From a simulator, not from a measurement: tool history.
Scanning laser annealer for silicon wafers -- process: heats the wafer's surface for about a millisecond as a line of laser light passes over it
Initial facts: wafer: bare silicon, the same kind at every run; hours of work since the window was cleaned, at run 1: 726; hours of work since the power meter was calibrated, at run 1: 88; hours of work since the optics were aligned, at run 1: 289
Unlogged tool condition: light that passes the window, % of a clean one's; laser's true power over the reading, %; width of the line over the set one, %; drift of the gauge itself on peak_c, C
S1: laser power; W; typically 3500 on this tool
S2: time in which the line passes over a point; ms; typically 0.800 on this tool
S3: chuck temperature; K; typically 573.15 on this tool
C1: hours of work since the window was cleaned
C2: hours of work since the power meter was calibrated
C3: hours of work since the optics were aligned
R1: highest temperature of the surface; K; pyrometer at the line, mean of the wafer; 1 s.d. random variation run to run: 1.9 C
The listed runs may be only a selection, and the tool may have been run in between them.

| run | day | S1 | S2 | S3 | C1 | C2 | C3 | R1 |
|---|---|---|---|---|---|---|---|---|
| 1 | 0.000 | 3500 | 0.800 | 573.15 | 726 | 88 | 289 | 1416.15 |
| 2 | 1.712 | 3500 | 0.800 | 573.15 | 750 | 111 | 313 | 1412.15 |
| 3 | 2.625 | 3500 | 0.800 | 573.15 | 762 | 124 | 326 | 1413.15 |
| 4 | 4.508 | 3500 | 0.800 | 573.15 | 788 | 150 | 352 | 1414.15 |
| 5 | 5.500 | 3500 | 0.800 | 573.15 | 802 | 164 | 366 | 1413.15 |
| 6 | 7.038 | 3500 | 0.800 | 573.15 | 824 | 185 | 387 | 1413.15 |
| 7 | 8.617 | 3500 | 0.800 | 574.15 | 845 | 207 | 409 | 1416.15 |
| 8 | 10.150 | 3325 | 0.800 | 573.15 | 867 | 228 | 430 | 1370.15 |
| 9 | 11.254 | 3325 | 0.800 | 573.15 | 882 | 244 | 445 | 1376.15 |
| 10 | 13.179 | 3325 | 0.800 | 573.15 | 909 | 270 | 472 | 1373.15 |
| 11 | 15.092 | 3500 | 0.800 | 573.15 | 935 | 297 | 499 | 1414.15 |
|  | 16.900 | window over the wafer cleaned |
| 12 | 16.983 | 3500 | 0.800 | 573.15 | 1 | 322 | 524 | 1412.15 |
| 13 | 18.588 | 3396 | 0.800 | 573.15 | 23 | 344 | 546 | 1391.15 |
| 14 | 19.608 | 3396 | 0.604 | 573.15 | 38 | 358 | 560 | 1270.15 |
| 15 | 20.917 | 3396 | 0.604 | 573.15 | 56 | 376 | 578 | 1266.15 |
| 16 | 22.704 | 3500 | 0.800 | 573.15 | 80 | 401 | 603 | 1413.15 |
| 17 | 24.579 | 3500 | 0.800 | 568.15 | 106 | 427 | 629 | 1411.15 |
| 18 | 25.817 | 3500 | 0.800 | 568.15 | 124 | 444 | 646 | 1410.15 |
| 19 | 27.704 | 3500 | 0.800 | 573.15 | 150 | 470 | 672 | 1417.15 |
| 20 | 29.146 | 3500 | 0.800 | 573.15 | 170 | 490 | 692 | 1415.15 |
| 21 | 30.617 | 3500 | 0.800 | 582.15 | 190 | 511 | 713 | 1423.15 |
| 22 | 32.179 | 3500 | 0.800 | 582.15 | 212 | 532 | 734 | 1423.15 |
| 23 | 33.225 | 3500 | 0.800 | 582.15 | 226 | 547 | 749 | 1427.15 |
| 24 | 34.892 | 3117 | 0.723 | 585.15 | 249 | 570 | 772 | 1291.15 |
| 25 | 36.354 | 3478 | 0.899 | 575.15 | 270 | 590 | 792 | 1471.15 |
| 26 | 37.196 | 3478 | 0.899 | 575.15 | 281 | 602 | 804 | 1470.15 |
| 27 | 38.758 | 3656 | 0.921 | 546.15 | 303 | 624 | 825 | 1499.15 |
|  | 39.821 | optics aligned, line set to its width |
| 28 | 39.821 | 3500 | 0.772 | 581.15 | 315 | 636 | 0 | 1406.15 |
| 29 | 40.962 | 3500 | 0.905 | 588.15 | 331 | 651 | 16 | 1490.15 |
| 30 | 41.758 | 3666 | 0.880 | 588.15 | 342 | 662 | 27 | 1520.15 |
| 31 | 42.671 | 3191 | 0.774 | 601.15 | 354 | 675 | 39 | 1358.15 |
| 32 | 43.467 | 3153 | 0.927 | 602.15 | 365 | 686 | 50 | 1429.15 |
| 33 | 44.779 | 3035 | 0.981 | 556.15 | 384 | 704 | 69 | 1384.15 |
| 34 | 46.525 | 3673 | 0.800 | 573.15 | 408 | 728 | 93 | 1455.15 |
| 35 | 47.342 | 3673 | 0.800 | 573.15 | 419 | 740 | 104 | 1455.15 |
| 36 | 48.254 | 3009 | 0.949 | 585.15 | 432 | 752 | 117 | 1388.15 |
| 37 | 49.900 | 3009 | 0.949 | 585.15 | 455 | 775 | 140 | 1386.15 |
| 38 | 51.708 | 3500 | 0.800 | 586.15 | 480 | 800 | 165 | 1427.15 |
| 39 | 53.217 | 3027 | 0.565 | 551.15 | 501 | 821 | 186 | 1148.15 |

4 options for the next run, each taken on its own from the tool as it stands now. Forecast them:
| A | 54.088 | 3027 | 0.625 | 600.15 | 513 | 833 | 198 | ? |
| B | 54.088 | 3768 | 0.819 | 573.15 | 513 | 833 | 198 | ? |
| C | 54.088 | 3182 | 0.887 | 604.15 | 513 | 833 | 198 | ? |
| D | 54.088 | 3368 | 0.742 | 594.15 | 513 | 833 | 198 | ? |

| run | R1 |
|---|---|
| A | 1233.15 |
| B | 1491.15 |
| C | 1422.15 |
| D | 1367.15 |
With the hidden condition removed and each run's random variation left untouched, the same runs would have given:
| run | R1 |
|---|---|
| A | 1233.15 |
| B | 1491.15 |
| C | 1423.15 |
| D | 1367.15 |
